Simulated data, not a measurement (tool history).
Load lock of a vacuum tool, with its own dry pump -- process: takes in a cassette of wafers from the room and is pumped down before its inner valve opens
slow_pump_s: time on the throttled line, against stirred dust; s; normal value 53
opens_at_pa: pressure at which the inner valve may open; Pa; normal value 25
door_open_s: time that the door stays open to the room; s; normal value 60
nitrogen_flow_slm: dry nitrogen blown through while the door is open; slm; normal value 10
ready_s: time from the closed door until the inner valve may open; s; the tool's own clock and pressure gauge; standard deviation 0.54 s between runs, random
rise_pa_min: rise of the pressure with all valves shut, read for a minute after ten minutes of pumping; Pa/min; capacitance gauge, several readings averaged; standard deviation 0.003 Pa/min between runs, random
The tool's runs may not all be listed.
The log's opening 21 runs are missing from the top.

run,day,slow_pump_s,opens_at_pa,door_open_s,nitrogen_flow_slm,"incoming humidity of the room's air, %",ready_s,rise_pa_min
22,484.221,90,25,148,10,44.1,108.1,0.461
23,502.608,72,25,133,10,45.9,93.2,0.501
# day 506.917: door's seal changed, seat wiped
24,520.571,43,29,133,10,45.7,69.4,0.089
25,532.954,43,29,133,10,44.9,67.8,0.092
26,547.242,30,25,233,4,45.2,58.4,0.148
27,571.350,27,29,60,8,44.6,55.4,0.094
28,593.138,40,30,51,23,46.2,66.1,0.089
29,613.054,31,24,51,36,45.4,60.6,0.096
30,632.954,53,24,81,42,45.4,78.8,0.116
31,659.150,52,24,81,19,44.3,78.3,0.158
# day 685.950: dry pump taken out, an overhauled one fitted
32,686.733,54,25,142,10,46.7,74.6,0.227
33,699.975,54,46,142,38,46.5,73.2,0.202
34,718.521,42,46,240,38,44.6,62.6,0.240
35,745.767,42,46,240,38,45.4,63.1,0.282
36,775.571,42,46,240,38,46.3,61.9,0.312
37,796.004,42,46,240,38,48.9,63.6,0.360

3 ways to go on from here, each from the tool as it stands after run 37. What would each give?
A,818.421,42,46,239,38,45.4,?,?
B,818.421,33,46,147,14,46.6,?,?
C,818.421,45,46,240,38,45.5,?,?

run,ready_s,rise_pa_min
A,63.8,0.383
B,55.5,0.406
C,65.9,0.390
Take away the tool's hidden state, keep each run's random variation, and the runs would have read:
run,ready_s,rise_pa_min
A,62.9,0.059
B,54.6,0.076
C,65.0,0.065
